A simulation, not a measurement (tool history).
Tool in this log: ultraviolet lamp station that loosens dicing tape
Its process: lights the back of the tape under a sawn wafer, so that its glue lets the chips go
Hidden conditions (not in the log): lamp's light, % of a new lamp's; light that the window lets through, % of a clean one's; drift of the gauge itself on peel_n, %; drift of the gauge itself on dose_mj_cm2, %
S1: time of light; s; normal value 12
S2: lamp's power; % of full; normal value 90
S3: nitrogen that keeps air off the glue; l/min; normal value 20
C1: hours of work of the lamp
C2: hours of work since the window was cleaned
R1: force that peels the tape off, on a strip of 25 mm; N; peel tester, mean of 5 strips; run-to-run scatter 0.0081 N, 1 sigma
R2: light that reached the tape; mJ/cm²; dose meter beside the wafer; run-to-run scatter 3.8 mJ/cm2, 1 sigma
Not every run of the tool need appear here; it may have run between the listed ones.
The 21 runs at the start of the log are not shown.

run 22 hour=216.8 | S1=10 S2=99 S3=23 | C1=149 C2=36 | R1=0.343 R2=594
run 23 hour=229.6 | S1=10 S2=88 S3=8 | C1=157 C2=44 | R1=0.878 R2=534
run 24 hour=237 | S1=10 S2=88 S3=8 | C1=161 C2=48 | R1=0.866 R2=534
run 25 hour=249.4 | S1=10 S2=88 S3=8 | C1=169 C2=56 | R1=0.89 R2=536
run 26 hour=258.8 | S1=10 S2=90 S3=20 | C1=175 C2=62 | R1=0.471 R2=548
run 27 hour=268.1 | S1=10 S2=90 S3=20 | C1=181 C2=67 | R1=0.472 R2=551
run 28 hour=280.6 | S1=12 S2=94 S3=37 | C1=188 C2=75 | R1=0.214 R2=691
run 29 hour=291.2 | S1=11 S2=95 S3=20 | C1=195 C2=82 | R1=0.335 R2=632
run 30 hour=301.6 | S1=6 S2=95 S3=32 | C1=201 C2=88 | R1=0.942 R2=346
run 31 hour=313 | S1=21 S2=64 S3=32 | C1=208 C2=95 | R1=0.169 R2=823
run 32 hour=327.2 | S1=21 S2=64 S3=32 | C1=217 C2=104 | R1=0.181 R2=827
run 33 hour=339.7 | S1=19 S2=71 S3=33 | C1=225 C2=112 | R1=0.171 R2=830
run 34 hour=350.7 | S1=12 S2=76 S3=20 | C1=232 C2=119 | R1=0.454 R2=572
run 35 hour=356.6 | S1=21 S2=88 S3=28 | C1=235 C2=122 | R1=0.13 R2=1145
run 36 hour=364.7 | S1=21 S2=88 S3=28 | C1=240 C2=127 | R1=0.128 R2=1136
run 37 hour=372 | S1=15 S2=95 S3=22 | C1=245 C2=132 | R1=0.181 R2=884
run 38 hour=380.5 | S1=20 S2=69 S3=23 | C1=250 C2=137 | R1=0.185 R2=851
run 39 hour=387.9 | S1=12 S2=90 S3=15 | C1=255 C2=142 | R1=0.363 R2=672
run 40 hour=397.5 | S1=12 S2=79 S3=15 | C1=261 C2=148 | R1=0.502 R2=584
run 41 hour=405.2 | S1=6 S2=62 S3=17 | C1=265 C2=152 | R1=2.224 R2=234
run 42 hour=415.1 | S1=6 S2=62 S3=17 | C1=272 C2=158 | R1=2.27 R2=227

Branching from run 42: 5 alternative next runs. What would each branch give?
run A hour=429 | S1=12 S2=98 S3=20 | C1=280 C2=167 | R1=? R2=?
run B hour=429 | S1=12 S2=90 S3=18 | C1=280 C2=167 | R1=? R2=?
run C hour=429 | S1=13 S2=90 S3=6 | C1=280 C2=167 | R1=? R2=?
run D hour=429 | S1=13 S2=62 S3=22 | C1=280 C2=167 | R1=? R2=?
run E hour=429 | S1=16 S2=79 S3=23 | C1=280 C2=167 | R1=? R2=?

run=A R1=0.271 R2=731
run=B R1=0.332 R2=672
run=C R1=0.605 R2=728
run=D R1=0.562 R2=498
run=E R1=0.211 R2=789
Had the tool no hidden state, the same runs would have come out as:
run=A R1=0.27 R2=704
run=B R1=0.331 R2=647
run=C R1=0.603 R2=701
run=D R1=0.56 R2=480
run=E R1=0.21 R2=760
